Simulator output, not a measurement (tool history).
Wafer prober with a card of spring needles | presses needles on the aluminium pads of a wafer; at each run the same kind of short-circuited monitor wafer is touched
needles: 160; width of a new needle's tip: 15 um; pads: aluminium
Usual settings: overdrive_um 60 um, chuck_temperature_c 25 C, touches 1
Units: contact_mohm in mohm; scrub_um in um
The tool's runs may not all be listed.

{"run": 1, "day": 0.0, "overdrive_um": 60, "chuck_temperature_c": 25, "touches": 1, "contact_mohm": 252, "scrub_um": 8.53}
{"day": 0.862, "done": "tips cleaned on abrasive film"}
{"day": 1.867, "done": "tips cleaned on abrasive film"}
{"run": 2, "day": 2.033, "overdrive_um": 60, "chuck_temperature_c": 25, "touches": 2, "contact_mohm": 290, "scrub_um": 8.44}
{"day": 2.846, "done": "tips cleaned on abrasive film"}
{"day": 3.842, "done": "tips cleaned on abrasive film"}
{"day": 4.854, "done": "tips cleaned on abrasive film"}
{"run": 3, "day": 5.067, "overdrive_um": 60, "chuck_temperature_c": 25, "touches": 2, "contact_mohm": 291, "scrub_um": 8.4}
{"day": 5.671, "done": "height of the first contact set anew"}
{"day": 5.879, "done": "tips cleaned on abrasive film"}
{"run": 4, "day": 6.721, "overdrive_um": 60, "chuck_temperature_c": 25, "touches": 2, "contact_mohm": 329, "scrub_um": 8.85}
{"day": 6.938, "done": "tips cleaned on abrasive film"}
{"day": 7.833, "done": "tips cleaned on abrasive film"}
{"day": 8.846, "done": "tips cleaned on abrasive film"}
{"run": 5, "day": 8.862, "overdrive_um": 60, "chuck_temperature_c": 25, "touches": 2, "contact_mohm": 252, "scrub_um": 8.78}
{"day": 9.804, "done": "tips cleaned on abrasive film"}
{"day": 10.75, "done": "tips cleaned on abrasive film"}
{"run": 6, "day": 11.167, "overdrive_um": 60, "chuck_temperature_c": 25, "touches": 2, "contact_mohm": 313, "scrub_um": 8.8}
{"day": 11.796, "done": "tips cleaned on abrasive film"}
{"day": 12.829, "done": "tips cleaned on abrasive film"}
{"day": 13.875, "done": "tips cleaned on abrasive film"}
{"run": 7, "day": 13.925, "overdrive_um": 60, "chuck_temperature_c": 25, "touches": 2, "contact_mohm": 266, "scrub_um": 8.74}
{"day": 14.1, "done": "tips cleaned on abrasive film, once more"}
{"day": 15.104, "done": "tips cleaned on abrasive film"}
{"day": 15.988, "done": "tips cleaned on abrasive film"}
{"day": 16.929, "done": "tips cleaned on abrasive film"}
{"run": 8, "day": 17.35, "overdrive_um": 60, "chuck_temperature_c": 25, "touches": 3, "contact_mohm": 286, "scrub_um": 8.69}
{"day": 17.875, "done": "tips cleaned on abrasive film"}
{"day": 18.871, "done": "tips cleaned on abrasive film"}
{"day": 19.85, "done": "tips cleaned on abrasive film"}
{"run": 9, "day": 20.592, "overdrive_um": 60, "chuck_temperature_c": 25, "touches": 3, "contact_mohm": 299, "scrub_um": 8.62}
{"day": 20.754, "done": "tips cleaned on abrasive film"}
{"day": 21.779, "done": "tips cleaned on abrasive film"}
{"run": 10, "day": 22.4, "overdrive_um": 60, "chuck_temperature_c": 56, "touches": 1, "contact_mohm": 385, "scrub_um": 8.67}
{"day": 22.742, "done": "tips cleaned on abrasive film"}
{"day": 23.767, "done": "tips cleaned on abrasive film"}
{"run": 11, "day": 24.238, "overdrive_um": 60, "chuck_temperature_c": 56, "touches": 1, "contact_mohm": 364, "scrub_um": 8.59}
{"day": 24.671, "done": "tips cleaned on abrasive film"}
{"day": 25.704, "done": "tips cleaned on abrasive film"}
{"day": 26.721, "done": "tips cleaned on abrasive film"}
{"run": 12, "day": 27.321, "overdrive_um": 60, "chuck_temperature_c": 32, "touches": 1, "contact_mohm": 406, "scrub_um": 8.63}
{"day": 27.75, "done": "tips cleaned on abrasive film"}
{"day": 28.658, "done": "tips cleaned on abrasive film"}
{"run": 13, "day": 28.812, "overdrive_um": 70, "chuck_temperature_c": 33, "touches": 2, "contact_mohm": 273, "scrub_um": 10.01}
{"day": 29.658, "done": "tips cleaned on abrasive film"}
{"day": 30.662, "done": "tips cleaned on abrasive film"}
{"day": 31.708, "done": "tips cleaned on abrasive film"}
{"run": 14, "day": 31.938, "overdrive_um": 70, "chuck_temperature_c": 33, "touches": 2, "contact_mohm": 282, "scrub_um": 10.02}
{"day": 32.75, "done": "tips cleaned on abrasive film"}
{"run": 15, "day": 33.446, "overdrive_um": 72, "chuck_temperature_c": 80, "touches": 3, "contact_mohm": 286, "scrub_um": 10.31}
{"day": 33.662, "done": "tips cleaned on abrasive film"}
{"day": 34.721, "done": "tips cleaned on abrasive film"}
{"run": 16, "day": 35.1, "overdrive_um": 72, "chuck_temperature_c": 80, "touches": 3, "contact_mohm": 284, "scrub_um": 10.26}
{"day": 35.65, "done": "tips cleaned on abrasive film"}
{"day": 36.7, "done": "tips cleaned on abrasive film"}
{"run": 17, "day": 36.892, "overdrive_um": 72, "chuck_temperature_c": 80, "touches": 3, "contact_mohm": 274, "scrub_um": 10.28}
{"day": 37.546, "done": "height of the first contact set anew"}
{"day": 37.762, "done": "tips cleaned on abrasive film"}
{"day": 38.838, "done": "tips cleaned on abrasive film"}
{"run": 18, "day": 38.967, "overdrive_um": 72, "chuck_temperature_c": 80, "touches": 3, "contact_mohm": 266, "scrub_um": 10.56}

5 ways to go on from here, each from the tool as it stands after run 18. What would each give?
{"day": 39.792, "done": "tips cleaned on abrasive film"}
{"day": 40.821, "done": "tips cleaned on abrasive film"}
{"run": "A", "day": 40.821, "overdrive_um": 60, "chuck_temperature_c": 27, "touches": 1, "contact_mohm": "?", "scrub_um": "?"}
{"day": 39.792, "done": "tips cleaned on abrasive film"}
{"day": 40.821, "done": "tips cleaned on abrasive film"}
{"run": "B", "day": 40.821, "overdrive_um": 46, "chuck_temperature_c": 25, "touches": 1, "contact_mohm": "?", "scrub_um": "?"}
{"day": 39.792, "done": "tips cleaned on abrasive film"}
{"day": 40.821, "done": "tips cleaned on abrasive film"}
{"run": "C", "day": 40.821, "overdrive_um": 46, "chuck_temperature_c": 31, "touches": 2, "contact_mohm": "?", "scrub_um": "?"}
{"day": 39.792, "done": "tips cleaned on abrasive film"}
{"day": 40.821, "done": "tips cleaned on abrasive film"}
{"run": "D", "day": 40.821, "overdrive_um": 46, "chuck_temperature_c": 80, "touches": 2, "contact_mohm": "?", "scrub_um": "?"}
{"day": 39.792, "done": "tips cleaned on abrasive film"}
{"day": 40.821, "done": "tips cleaned on abrasive film"}
{"run": "E", "day": 40.821, "overdrive_um": 60, "chuck_temperature_c": 25, "touches": 3, "contact_mohm": "?", "scrub_um": "?"}

run=A contact_mohm=260 scrub_um=8.81
run=B contact_mohm=277 scrub_um=6.75
run=C contact_mohm=265 scrub_um=6.72
run=D contact_mohm=282 scrub_um=6.73
run=E contact_mohm=247 scrub_um=8.78
Without the tool's hidden state the same runs would have given:
run=A contact_mohm=239 scrub_um=8.84
run=B contact_mohm=245 scrub_um=6.78
run=C contact_mohm=245 scrub_um=6.75
run=D contact_mohm=262 scrub_um=6.76
run=E contact_mohm=239 scrub_um=8.82

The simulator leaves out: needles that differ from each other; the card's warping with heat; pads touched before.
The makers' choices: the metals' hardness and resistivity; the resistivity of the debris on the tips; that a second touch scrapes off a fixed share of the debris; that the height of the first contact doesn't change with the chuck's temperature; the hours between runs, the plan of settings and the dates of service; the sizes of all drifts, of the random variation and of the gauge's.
